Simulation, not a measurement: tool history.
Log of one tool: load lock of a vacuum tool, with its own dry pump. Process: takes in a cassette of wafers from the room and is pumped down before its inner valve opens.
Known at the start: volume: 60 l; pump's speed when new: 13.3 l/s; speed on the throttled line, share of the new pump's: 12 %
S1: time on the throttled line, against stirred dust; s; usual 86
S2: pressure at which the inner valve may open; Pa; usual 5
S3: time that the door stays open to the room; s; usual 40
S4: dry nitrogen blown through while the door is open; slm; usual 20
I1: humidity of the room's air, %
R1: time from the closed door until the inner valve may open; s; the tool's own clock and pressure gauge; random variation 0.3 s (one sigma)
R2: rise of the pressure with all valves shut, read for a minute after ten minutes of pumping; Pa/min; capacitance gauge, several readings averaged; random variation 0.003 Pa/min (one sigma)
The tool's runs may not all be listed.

Run 1, hour 0: usual settings; I1 44.5. Result: R1 121.4 s, R2 0.02 Pa/min.
Run 2, hour 188.4: usual settings but S1 62 s; I1 45.4. Result: R1 100.1 s, R2 0.021 Pa/min.
Run 3, hour 349.9: usual settings but S1 62 s; I1 46.4. Result: R1 99.7 s, R2 0.021 Pa/min.
Run 4, hour 528.5: usual settings but S1 62 s, S4 5 slm; I1 46. Result: R1 100.2 s, R2 0.028 Pa/min.
Run 5, hour 690.2: usual settings; I1 43.5. Result: R1 121.2 s, R2 0.023 Pa/min.
Run 6, hour 913.3: usual settings but S4 10 slm; I1 47.9. Result: R1 121.9 s, R2 0.026 Pa/min.
Run 7, hour 1068.7: usual settings but S4 10 slm; I1 44.2. Result: R1 121 s, R2 0.022 Pa/min.
Run 8, hour 1211.8: usual settings but S4 10 slm; I1 44.7. Result: R1 121.3 s, R2 0.021 Pa/min.
Run 9, hour 1361.5: usual settings but S4 10 slm; I1 46.6. Result: R1 121.5 s, R2 0.027 Pa/min.
Run 10, hour 1481.2: usual settings but S4 10 slm; I1 43.8. Result: R1 121.5 s, R2 0.02 Pa/min.
Run 11, hour 1655.9: usual settings but S1 117 s, S3 27 s, S4 10 slm; I1 43.3. Result: R1 149.1 s, R2 0.025 Pa/min.
Run 12, hour 1801.6: usual settings but S3 118 s, S4 34 slm; I1 47.3. Result: R1 121.4 s, R2 0.019 Pa/min.
Run 13, hour 1924.7: usual settings but S2 9 Pa, S4 45 slm; I1 45.4. Result: R1 118.4 s, R2 0.008 Pa/min.
Run 14, hour 2077.5: usual settings but S2 9 Pa, S4 45 slm; I1 44.8. Result: R1 118.4 s, R2 0.012 Pa/min.
Run 15, hour 2212.3: usual settings but S2 9 Pa, S4 45 slm; I1 44.5. Result: R1 118.3 s, R2 0.017 Pa/min.
Run 16, hour 2396.3: usual settings but S1 159 s, S2 7 Pa, S4 15 slm; I1 44.9. Result: R1 183.5 s, R2 0.02 Pa/min.
Run 17, hour 2527.5: usual settings but S1 109 s, S3 74 s, S4 4 slm; I1 45.4. Result: R1 141.7 s, R2 0.036 Pa/min.
Run 18, hour 2652.2: usual settings but S1 109 s, S3 74 s, S4 4 slm; I1 46.1. Result: R1 140.9 s, R2 0.038 Pa/min.

4 ways to go on from here, each from the tool as it stands after run 18. What would each give?
Run A, hour 2832.6: usual settings but S1 43 s, S2 7 Pa, S3 66 s; I1 43.9. Result: R1 ?, R2 ?.
Run B, hour 2832.6: usual settings but S1 61 s; I1 43.7. Result: R1 ?, R2 ?.
Run C, hour 2832.6: usual settings but S1 121 s, S3 48 s; I1 40.8. Result: R1 ?, R2 ?.
Run D, hour 2832.6: usual settings but S1 109 s, S2 4 Pa, S3 74 s, S4 5 slm; I1 43. Result: R1 ?, R2 ?.

run     R1     R2
  A   81.7  0.023
  B   99.3  0.021
  C  152.2  0.024
  D  142.9  0.027
Without the tool's hidden state the same runs would have given:
run     R1     R2
  A   81.7  0.022
  B   99.3   0.02
  C  152.2  0.023
  D  142.9  0.026
